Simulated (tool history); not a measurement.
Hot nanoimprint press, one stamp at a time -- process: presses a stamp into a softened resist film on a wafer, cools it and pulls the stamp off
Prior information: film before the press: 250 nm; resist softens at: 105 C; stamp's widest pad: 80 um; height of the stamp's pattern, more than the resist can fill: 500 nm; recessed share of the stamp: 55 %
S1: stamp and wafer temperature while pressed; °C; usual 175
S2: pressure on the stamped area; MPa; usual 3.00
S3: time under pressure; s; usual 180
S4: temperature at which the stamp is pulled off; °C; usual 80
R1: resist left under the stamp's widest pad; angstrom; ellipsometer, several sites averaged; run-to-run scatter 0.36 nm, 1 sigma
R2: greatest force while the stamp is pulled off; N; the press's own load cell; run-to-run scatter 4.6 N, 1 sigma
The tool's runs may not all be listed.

run,day,S1,S2,S3,S4,R1,R2
1,0.000,175,3.00,180,80,1334,223
2,0.558,175,3.00,180,80,1338,229
3,0.862,175,3.00,180,80,1332,229
4,1.288,175,3.00,180,80,1336,218
5,1.838,175,3.00,180,69,1333,240
6,2.229,175,3.00,180,69,1338,248
7,2.892,175,3.00,180,69,1331,240
8,3.617,175,3.00,180,69,1330,244
9,4.362,175,3.00,180,69,1335,240
10,4.712,175,3.00,180,69,1336,235
11,5.175,175,3.00,180,69,1332,243
12,5.654,175,3.00,217,80,1255,219
13,6.338,175,3.00,194,80,1295,225
14,6.825,175,3.00,180,80,1330,227
15,7.229,175,3.00,180,80,1335,227
16,7.633,175,2.82,180,67,1368,245
17,8.175,175,2.82,180,67,1370,255
18,8.925,167,4.01,102,80,1781,224
19,9.612,175,2.02,274,67,1390,242
20,10.146,179,4.21,180,80,983,232
21,10.617,179,4.21,180,80,979,229
22,11.100,183,1.86,180,80,1284,228
23,11.838,175,3.36,180,80,1266,226
24,12.529,177,3.30,177,67,1200,243
25,12.996,176,3.50,263,78,1052,238
26,13.679,176,1.94,263,78,1381,228
27,14.175,176,1.94,263,78,1381,230
28,14.700,171,3.00,242,76,1393,235
29,15.329,171,3.00,242,76,1391,235

3 options for the next run, each taken on its own from the tool as it stands now. Forecast them:
A,16.046,170,1.80,242,76,?,?
B,16.046,175,3.00,180,69,?,?
C,16.046,182,4.23,242,71,?,?

run,R1,R2
A,1743,232
B,1336,239
C,786,241
The same runs, with their run-to-run variation unchanged, on a tool lacking any hidden condition would have given:
run,R1,R2
A,1744,230
B,1337,236
C,787,238

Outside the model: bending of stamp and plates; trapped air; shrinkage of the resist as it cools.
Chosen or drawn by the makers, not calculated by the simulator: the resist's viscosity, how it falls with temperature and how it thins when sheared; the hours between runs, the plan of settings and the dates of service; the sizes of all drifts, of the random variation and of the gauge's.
